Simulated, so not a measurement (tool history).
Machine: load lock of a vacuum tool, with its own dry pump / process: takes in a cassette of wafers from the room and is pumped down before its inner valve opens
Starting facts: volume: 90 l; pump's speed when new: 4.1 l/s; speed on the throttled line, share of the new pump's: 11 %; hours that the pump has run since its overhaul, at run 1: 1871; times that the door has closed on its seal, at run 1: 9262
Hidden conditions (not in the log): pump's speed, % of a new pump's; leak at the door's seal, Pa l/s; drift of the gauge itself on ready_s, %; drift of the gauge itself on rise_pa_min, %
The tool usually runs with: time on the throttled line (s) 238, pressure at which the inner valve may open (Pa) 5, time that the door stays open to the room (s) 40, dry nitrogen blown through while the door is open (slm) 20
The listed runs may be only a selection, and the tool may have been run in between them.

run    hour  time on the throttled line (s)  pressure at which the inner valve may open (Pa)  time that the door stays open to the room (s)  dry nitrogen blown through while the door is open (slm)  hours that the pump has run since its overhaul  times that the door has closed on its seal  incoming humidity of the room's air, %  time from the closed door until the inner valve may open (s)  rise of the pressure with all valves shut (Pa/min)
  1       0                             238                                                5                                             40                                                       20                                            1871                                        9262                                    47.7                                                         447.6                                               0.125
  2   162.3                             238                                                5                                             40                                                       20                                            2033                                        9807                                    45.9                                                         450.2                                               0.134
  3   243.6                             238                                                5                                             40                                                       20                                            2114                                       10080                                    43.6                                                         446.4                                               0.137
  4   338.7                             238                                                5                                             40                                                       20                                            2209                                       10399                                    47.3                                                         450.1                                               0.142
  5   456.3                             238                                                5                                             40                                                       20                                            2327                                       10793                                    45.1                                                         449.3                                               0.151
  6   564.2                             284                                                5                                             40                                                       20                                            2435                                       11155                                      45                                                         488.8                                               0.162
  7   707.2                             284                                                5                                             40                                                       20                                            2578                                       11635                                    44.7                                                         492.1                                               0.175
  8     785                             284                                                5                                             40                                                       20                                            2656                                       11896                                    43.3                                                         489.7                                                0.18
  9   940.8                             284                                                5                                             40                                                       20                                            2811                                       12418                                    47.1                                                         491.5                                               0.189
 10    1028                             238                                                5                                             60                                                       20                                            2899                                       12711                                    46.7                                                         451.7                                               0.195
 11  1112.5                             238                                                5                                             40                                                       20                                            2983                                       12995                                    44.2                                                         453.1                                               0.197
 12  1264.9                             238                                                7                                             40                                                       20                                            3136                                       13506                                      45                                                         445.9                                               0.207
 13  1354.8                             238                                                5                                             39                                                       20                                            3225                                       13807                                    43.5                                                         449.9                                               0.215
 14  1502.9                             238                                                5                                             39                                                       20                                            3373                                       14304                                    46.1                                                           455                                               0.228
 15  1594.2                             238                                                5                                             39                                                       20                                            3465                                       14611                                    48.9                                                         456.6                                               0.245
 16  1687.1                             238                                                5                                             40                                                       20                                            3558                                       14922                                    45.5                                                         455.2                                               0.244
 17  1811.7                             238                                                5                                             40                                                       20                                            3682                                       15340                                    43.4                                                         459.9                                               0.253
 18  1890.1                             238                                                5                                             40                                                       20                                            3761                                       15603                                    48.1                                                         460.7                                               0.256
 19  1976.6                             238                                                5                                             40                                                       20                                            3847                                       15893                                    43.7                                                         460.4                                               0.264
 20    2107                             140                                                5                                             40                                                       20                                            3978                                       16331                                    43.3                                                         370.6                                               0.285
 21  2230.5                             140                                                5                                             40                                                       20                                            4101                                       16745                                    41.4                                                         375.6                                               0.299
 22  2309.2                             327                                                5                                             34                                                       20                                            4180                                       17009                                    44.2                                                         536.3                                               0.303
 23  2406.5                             327                                                5                                             34                                                       20                                            4277                                       17336                                    45.4                                                         538.2                                               0.321
 24  2498.1                             238                                                7                                             40                                                       28                                            4369                                       17643                                    38.1                                                         452.1                                               0.317
 25    2644                             238                                                7                                             40                                                       28                                            4515                                       18132                                      45                                                         452.8                                               0.331
 26  2714.7                             133                                                5                                            202                                                       20                                            4585                                       18369                                    47.8                                                         376.1                                               0.354
 27  2876.6                             133                                                5                                            202                                                       20                                            4747                                       18913                                    43.3                                                         372.2                                               0.365
 28    3025                             345                                                5                                             40                                                       20                                            4896                                       19410                                    46.5                                                         555.7                                               0.379
 29  3094.4                             238                                                4                                             40                                                       10                                            4965                                       19643                                    46.4                                                         467.8                                               0.392
 30  3172.1                             238                                                4                                             40                                                       10                                            5043                                       19904                                    44.4                                                         475.3                                               0.391
 31  3293.1                             238                                                5                                             50                                                       43                                            5164                                       20310                                    41.7                                                         465.5                                               0.404
 32    3375                             238                                                5                                            105                                                       20                                            5246                                       20585                                    41.9                                                         468.9                                                0.41
 33  3512.2                             238                                                5                                            105                                                       20                                            5383                                       21045                                    44.5                                                         468.6                                               0.422
 34  3584.4                             255                                                5                                            103                                                       20                                            5455                                       21287                                    46.6                                                         486.6                                               0.435
 35  3658.4                             255                                                5                                            103                                                       20                                            5529                                       21535                                    45.9                                                         481.2                                               0.431
 36    3808                             398                                                5                                            111                                                       20                                            5679                                       22037                                    43.4                                                           606                                               0.464
 37  3956.1                             132                                                7                                             40                                                        7                                            5827                                       22534                                      45                                                         371.9                                               0.468

4 options for the next run, each taken on its own from the tool as it stands now. Forecast them:
  A  4076.7                             132                                                5                                             38                                                        7                                            5947                                       22939                                    43.6                                                             ?                                                   ?
  B  4076.7                             238                                                5                                             89                                                       18                                            5947                                       22939                                    44.8                                                             ?                                                   ?
  C  4076.7                             473                                                5                                             41                                                       25                                            5947                                       22939                                    47.4                                                             ?                                                   ?
  D  4076.7                             288                                                5                                             40                                                       20                                            5947                                       22939                                    44.9                                                             ?                                                   ?

run  time from the closed door until the inner valve may open (s)  rise of the pressure with all valves shut (Pa/min)
  A                                                         379.4                                               0.483
  B                                                         471.3                                               0.486
  C                                                         680.9                                               0.481
  D                                                         513.2                                               0.482
Without the tool's hidden state the same runs would have given:
run  time from the closed door until the inner valve may open (s)  rise of the pressure with all valves shut (Pa/min)
  A                                                         335.6                                               0.014
  B                                                         430.2                                               0.013
  C                                                         644.6                                               0.012
  D                                                           473                                               0.007

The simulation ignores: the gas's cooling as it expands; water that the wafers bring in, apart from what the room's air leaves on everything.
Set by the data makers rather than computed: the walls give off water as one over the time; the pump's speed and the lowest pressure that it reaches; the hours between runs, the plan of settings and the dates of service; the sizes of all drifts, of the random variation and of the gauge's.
